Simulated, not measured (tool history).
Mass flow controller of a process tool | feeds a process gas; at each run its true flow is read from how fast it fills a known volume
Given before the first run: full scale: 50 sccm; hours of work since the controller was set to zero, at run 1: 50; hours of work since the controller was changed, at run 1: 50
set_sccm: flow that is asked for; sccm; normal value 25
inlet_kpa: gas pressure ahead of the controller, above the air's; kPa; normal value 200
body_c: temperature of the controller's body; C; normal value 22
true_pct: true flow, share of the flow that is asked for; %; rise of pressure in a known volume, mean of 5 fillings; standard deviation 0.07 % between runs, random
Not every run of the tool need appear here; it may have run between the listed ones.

run	hour	set_sccm	inlet_kpa	body_c	hours of work since the controller was set to zero	hours of work since the controller was changed	true_pct
1	0.0	25	200	22	50	50	99.03
2	183.5	25	200	22	161	161	99.23
3	399.4	25	200	22	292	292	99.06
4	592.3	25	200	22	410	410	99.02
5	742.1	25	200	22	501	501	99.05
6	990.1	25	200	24	651	651	99.27
7	1101.5	25	200	24	719	719	99.07
8	1341.8	25	200	35	865	865	99.95
9	1509.4	33	200	22	967	967	99.30
10	1728.4	33	200	22	1100	1100	99.27
11	1967.1	33	200	22	1245	1245	99.25
12	2099.2	33	200	22	1326	1326	99.23
13	2234.0	25	200	22	1408	1408	99.07
14	2396.3	25	200	22	1506	1506	98.99
15	2503.3	25	200	22	1571	1571	98.91
16	2701.4	25	200	22	1692	1692	98.87
17	2816.9	25	200	20	1762	1762	98.79
18	3048.9	25	200	25	1903	1903	99.17
19	3204.0	25	200	25	1997	1997	99.16
20	3459.7	25	200	25	2153	2153	99.03
21	3676.5	25	240	22	2285	2285	98.75
22	3805.7	25	200	23	2363	2363	98.96
23	3922.2	25	200	23	2434	2434	98.93
24	4128.8	25	200	23	2560	2560	99.08
25	4327.9	7	200	22	2681	2681	100.65
26	4520.5	7	200	22	2798	2798	100.67

What does the tool deliver on the next run?
27	4769.4	25	142	29	2949	2949	?

Run 27 measured true_pct 99.45 %.
Without the tool's hidden state the same run would have given true_pct 99.28 %.

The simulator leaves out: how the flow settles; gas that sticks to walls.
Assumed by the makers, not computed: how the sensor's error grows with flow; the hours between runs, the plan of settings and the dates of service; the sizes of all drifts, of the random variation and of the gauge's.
